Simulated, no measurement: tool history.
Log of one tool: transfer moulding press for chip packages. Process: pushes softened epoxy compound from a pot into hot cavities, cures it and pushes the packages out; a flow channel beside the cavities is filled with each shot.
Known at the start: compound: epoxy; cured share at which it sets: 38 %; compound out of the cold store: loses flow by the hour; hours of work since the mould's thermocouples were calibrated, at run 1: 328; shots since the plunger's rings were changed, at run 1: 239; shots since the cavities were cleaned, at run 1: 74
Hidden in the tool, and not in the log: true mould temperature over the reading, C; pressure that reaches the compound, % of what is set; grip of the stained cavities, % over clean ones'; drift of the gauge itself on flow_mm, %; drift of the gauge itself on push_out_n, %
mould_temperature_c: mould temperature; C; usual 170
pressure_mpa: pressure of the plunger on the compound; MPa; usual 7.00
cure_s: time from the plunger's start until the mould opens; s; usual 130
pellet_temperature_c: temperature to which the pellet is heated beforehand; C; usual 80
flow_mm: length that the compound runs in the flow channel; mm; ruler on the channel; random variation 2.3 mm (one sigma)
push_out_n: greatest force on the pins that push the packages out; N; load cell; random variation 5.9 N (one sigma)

run,day,mould_temperature_c,pressure_mpa,cure_s,pellet_temperature_c,hours of work since the mould's thermocouples were calibrated,shots since the plunger's rings were changed,shots since the cavities were cleaned,incoming compound's hours out of the cold store,flow_mm,push_out_n
1,0.000,170,7.00,130,80,328,239,74,9.1,663,480
2,0.500,170,7.00,130,80,336,340,175,26.9,595,491
3,1.017,170,7.00,130,80,343,445,280,8.5,665,531
4,1.521,170,7.00,130,80,351,547,382,11.6,645,534
5,1.812,170,7.00,130,80,355,606,441,41.9,543,526
6,2.129,170,7.00,130,80,360,670,505,13.5,633,560
7,2.604,170,7.00,130,80,367,767,602,31.4,572,557
# day 2.967: cavities cleaned with cleaning compound and waxed
8,3.058,170,7.00,130,80,373,845,18,35.9,557,645
9,3.383,170,7.00,130,80,378,912,85,19.0,610,639
10,3.750,170,7.00,130,88,383,986,159,26.1,581,658
11,4.192,170,7.00,130,88,390,1075,248,17.0,620,648
12,4.492,170,7.00,138,80,394,1136,309,15.0,627,623
13,4.742,170,7.00,138,80,398,1186,359,13.2,631,622
# day 5.058: cavities cleaned with cleaning compound and waxed, once more
14,5.242,170,7.00,138,80,405,1275,37,10.0,639,424
15,5.538,166,6.35,136,83,409,1335,97,41.2,519,509
16,5.933,177,7.13,122,83,415,1415,177,31.4,556,428
17,6.238,177,7.13,122,83,420,1477,239,20.7,582,442
18,6.738,177,7.13,122,83,427,1578,340,28.2,564,476
19,7.246,170,7.00,115,70,435,1681,443,24.6,586,631
20,7.717,170,7.00,115,70,442,1776,538,13.4,621,651
21,8.079,170,7.00,115,70,447,1850,612,39.2,536,629
# day 8.379: cavities cleaned with cleaning compound and waxed
22,8.662,170,5.44,168,74,455,1955,57,35.5,482,411
23,9.204,176,8.79,140,76,463,2065,167,15.3,669,432
24,9.604,166,7.00,135,80,469,2146,248,36.8,547,543
25,9.908,171,7.52,116,85,474,2207,309,32.2,568,530
26,10.188,171,7.52,116,85,478,2264,366,38.7,554,553
27,10.671,178,7.50,130,80,485,2361,463,22.9,577,469
28,10.962,165,7.00,130,86,489,2421,523,13.4,627,691

How the hidden state differs across the entries between the runs, from the last listed run before each to the first after it:
Between runs 7 and 8: cavities cleaned with cleaning compound and waxed (day 2.967)
  true mould temperature over the reading, C: 0.99 -> 1; pressure that reaches the compound, % of what is set: 96.64 -> 96.34; grip of the stained cavities, % over clean ones': 29 -> 49.3
  measured less the result without the state, flow_mm: -13 -> -13 mm; push_out_n: +110 -> +199 N
Between runs 13 and 14: cavities cleaned with cleaning compound and waxed, once more (day 5.058)
  true mould temperature over the reading, C: 1.06 -> 1.07; pressure that reaches the compound, % of what is set: 95.05 -> 94.7; grip of the stained cavities, % over clean ones': 50.3 -> 2.4
  measured less the result without the state, flow_mm: -20 -> -21 mm; push_out_n: +195 -> -4 N
Between runs 21 and 22: cavities cleaned with cleaning compound and waxed (day 8.379)
  true mould temperature over the reading, C: 1.17 -> 1.19; pressure that reaches the compound, % of what is set: 92.49 -> 92.09; grip of the stained cavities, % over clean ones': 26.8 -> 4.2
  measured less the result without the state, flow_mm: -24 -> -23 mm; push_out_n: +101 -> +14 N
